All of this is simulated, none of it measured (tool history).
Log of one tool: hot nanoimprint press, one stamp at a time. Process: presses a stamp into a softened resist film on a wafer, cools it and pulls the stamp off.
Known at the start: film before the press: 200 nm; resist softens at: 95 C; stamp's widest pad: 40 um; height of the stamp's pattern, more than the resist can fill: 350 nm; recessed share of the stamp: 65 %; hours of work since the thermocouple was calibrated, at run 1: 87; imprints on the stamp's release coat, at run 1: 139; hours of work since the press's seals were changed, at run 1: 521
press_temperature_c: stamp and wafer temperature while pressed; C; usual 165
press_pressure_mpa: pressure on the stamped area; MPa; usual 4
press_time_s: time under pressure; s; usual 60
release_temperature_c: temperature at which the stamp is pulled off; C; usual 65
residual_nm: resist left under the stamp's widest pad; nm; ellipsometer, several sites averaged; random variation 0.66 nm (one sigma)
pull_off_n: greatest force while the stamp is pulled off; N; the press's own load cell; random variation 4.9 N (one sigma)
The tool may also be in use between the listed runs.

run   hour  press_temperature_c  press_pressure_mpa  press_time_s  release_temperature_c  hours of work since the thermocouple was calibrated  imprints on the stamp's release coat  hours of work since the press's seals were changed  residual_nm  pull_off_n
  1      0                  165                   4            60                     65                                                   87                                   139                                                 521        111.1         251
  2   24.6                  165                3.68            60                     65                                                  106                                   196                                                 540        114.7         256
  3   58.3                  168                   4            60                     65                                                  132                                   275                                                 566        103.1         263
  4   98.1                  165                   4            60                     65                                                  163                                   368                                                 597        110.8         271
  5  137.7                  165                   4            87                     65                                                  193                                   460                                                 628        100.1         279
  6  158.3                  165                   4            87                     50                                                  209                                   508                                                 644         99.4         386
  7  177.6                  165                   4            87                     50                                                  224                                   553                                                 659        100.4         372
  8  214.2                  157                2.49            51                     51                                                  253                                   638                                                 687        164.7         376
  9  241.3                  157                2.49            51                     51                                                  274                                   702                                                 708        165.1         387
 10    268                  165                   4            51                     65                                                  294                                   764                                                 729        117.9         296
 11  287.6                  167                2.58            87                     71                                                  309                                   810                                                 744          120         266
 12  306.6                  167                2.58            87                     71                                                  324                                   854                                                 759        119.8         271
     344.9  -- stamp cleaned and given a new release coat
 13  352.2                  167                2.58            87                     71                                                  355                                    17                                                 790        121.5         213

The same runs without the tool's hidden state, with the same run-to-run variation:
The hidden state here: true temperature over the reading, C; pressure that arrives at the usual setting, %; grip of the stamp's worn release coat, % over a new coat's; drift of the gauge itself on residual_nm, %; drift of the gauge itself on pull_off_n, %.
run  residual_nm  pull_off_n
  1        108.1         239
  2        111.7         240
  3         99.6         240
  4        106.7         241
  5         95.8         241
  6           95         330
  7         95.8         313
  8        161.2         309
  9        161.3         313
 10        111.9         234
 11        115.1         207
 12        114.7         208
 13          116         206
